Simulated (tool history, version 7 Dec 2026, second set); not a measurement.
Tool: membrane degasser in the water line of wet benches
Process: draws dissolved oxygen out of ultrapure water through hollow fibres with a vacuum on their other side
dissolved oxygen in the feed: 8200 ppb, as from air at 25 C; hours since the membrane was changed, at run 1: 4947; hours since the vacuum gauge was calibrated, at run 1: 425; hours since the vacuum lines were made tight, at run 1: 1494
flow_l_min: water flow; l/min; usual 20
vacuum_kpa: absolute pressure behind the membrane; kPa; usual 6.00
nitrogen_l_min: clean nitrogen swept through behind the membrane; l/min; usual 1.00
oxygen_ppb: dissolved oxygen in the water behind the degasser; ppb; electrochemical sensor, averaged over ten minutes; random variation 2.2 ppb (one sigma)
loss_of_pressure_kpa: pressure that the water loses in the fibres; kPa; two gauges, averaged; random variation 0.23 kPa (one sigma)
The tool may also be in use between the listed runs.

run    hour  flow_l_min  vacuum_kpa  nitrogen_l_min  hours since the membrane was changed  hours since the vacuum gauge was calibrated  hours since the vacuum lines were made tight  oxygen_ppb  loss_of_pressure_kpa
  1     0.0          20        6.00            1.00                                  4947                                          425                                          1494       222.1                 60.22
  2   190.7          20       14.34            1.00                                  5138                                          616                                          1685       557.8                 59.98
  3   305.6          20        6.00            1.03                                  5253                                          731                                          1800       218.1                 59.70
  4   485.0          20        6.00            1.03                                  5432                                          910                                          1979       213.8                 59.92
  5   588.8          20        6.00            1.03                                  5536                                         1014                                          2083       217.3                 60.18
  6   761.9          20        6.00            1.03                                  5709                                         1187                                          2256       219.0                 59.42
  7   913.3          20        5.45            1.00                                  5861                                         1339                                          2407       191.8                 59.91
  8  1083.7          20        6.00            2.34                                  6031                                         1509                                          2578       152.8                 59.74
  9  1211.2          20        6.00            2.34                                  6159                                         1637                                          2705       154.0                 60.20
 10  1324.0          20        6.00            1.00                                  6271                                         1749                                          2818       219.3                 59.47
 11  1411.6          20        6.00            1.00                                  6359                                         1837                                          2906       220.5                 59.16
 12  1584.2          20        4.37            1.00                                  6532                                         2010                                          3078       148.5                 59.57
 13  1753.3          20        4.37            1.00                                  6701                                         2179                                          3247       149.8                 59.24
 14  1907.4          20        6.00            1.00                                  6855                                         2333                                          3402       218.4                 59.25
 15  2093.6          30        6.00            1.00                                  7041                                         2519                                          3588       449.6                 89.56
 16  2235.2          30        6.00            1.00                                  7183                                         2661                                          3729       453.2                 89.30
 17  2335.0          23       10.06            2.63                                  7282                                         2760                                          3829       285.9                 68.11
 18  2426.1          20       10.75            0.40                                  7373                                         2851                                          3920       751.7                 59.41
 19  2573.3          12        4.01            0.40                                  7521                                         2999                                          4067        66.0                 35.57
 20  2721.8          22        5.02            1.08                                  7669                                         3147                                          4216       210.6                 65.15
 21  2839.5          26        6.00            1.64                                  7787                                         3265                                          4334       302.9                 76.73
 22  2992.8          12        5.96            1.16                                  7940                                         3418                                          4487        81.9                 35.40

Forecast run 23:
 23  3115.5          14        7.65            0.70                                  8063                                         3541                                          4610           ?                     ?

oxygen_ppb: 218.9 ppb
loss_of_pressure_kpa: 41.55 kPa
Without the tool's hidden state the same run would have given oxygen_ppb 218.6 ppb, loss_of_pressure_kpa 42.39 kPa.
